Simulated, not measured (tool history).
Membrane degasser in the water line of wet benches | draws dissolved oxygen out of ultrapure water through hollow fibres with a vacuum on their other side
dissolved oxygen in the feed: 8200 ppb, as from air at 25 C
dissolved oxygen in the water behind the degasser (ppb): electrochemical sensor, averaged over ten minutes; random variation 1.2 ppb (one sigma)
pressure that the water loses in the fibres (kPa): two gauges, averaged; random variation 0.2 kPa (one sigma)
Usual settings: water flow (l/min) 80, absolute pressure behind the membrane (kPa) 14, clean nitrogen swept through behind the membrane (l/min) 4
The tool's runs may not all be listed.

| run | day | water flow (l/min) | absolute pressure behind the membrane (kPa) | clean nitrogen swept through behind the membrane (l/min) | dissolved oxygen in the water behind the degasser (ppb) | pressure that the water loses in the fibres (kPa) |
|---|---|---|---|---|---|---|
| 1 | 0 | 80 | 14 | 4 | 475.1 | 44.57 |
| 2 | 1.267 | 80 | 14 | 4 | 475.8 | 44.34 |
| 3 | 2.2 | 80 | 14 | 4 | 476.4 | 44.41 |
| 4 | 4.2 | 54 | 14 | 4 | 333.3 | 30.18 |
| 5 | 5.183 | 54 | 14 | 4 | 332.8 | 30.14 |
| 6 | 6.825 | 80 | 14 | 4 | 478.6 | 44.27 |
| 7 | 9.004 | 84 | 25.5 | 4 | 958.9 | 46.64 |
| 8 | 11.188 | 84 | 10.3 | 3.75 | 362 | 46.61 |
| 9 | 12.883 | 121 | 17 | 2.84 | 1121.1 | 67.14 |
| 10 | 14.679 | 80 | 14.7 | 4.6 | 450.1 | 44.68 |
| 11 | 16.696 | 80 | 14.7 | 4.6 | 450.8 | 44.89 |
| 12 | 17.867 | 92 | 14 | 4 | 548 | 50.98 |

3 ways to go on from here, each from the tool as it stands after run 12. What would each give?
| A | 19.221 | 80 | 14 | 2.69 | ? | ? |
| B | 19.221 | 116 | 10.7 | 5 | ? | ? |
| C | 19.221 | 125 | 21.6 | 4.38 | ? | ? |

| run | dissolved oxygen in the water behind the degasser (ppb) | pressure that the water loses in the fibres (kPa) |
|---|---|---|
| A | 658.2 | 45.03 |
| B | 442.8 | 64.22 |
| C | 1082.6 | 69.68 |
Without the tool's hidden state the same runs would have given:
| run | dissolved oxygen in the water behind the degasser (ppb) | pressure that the water loses in the fibres (kPa) |
|---|---|---|
| A | 644.1 | 44.39 |
| B | 427.6 | 63.3 |
| C | 1066.2 | 68.69 |
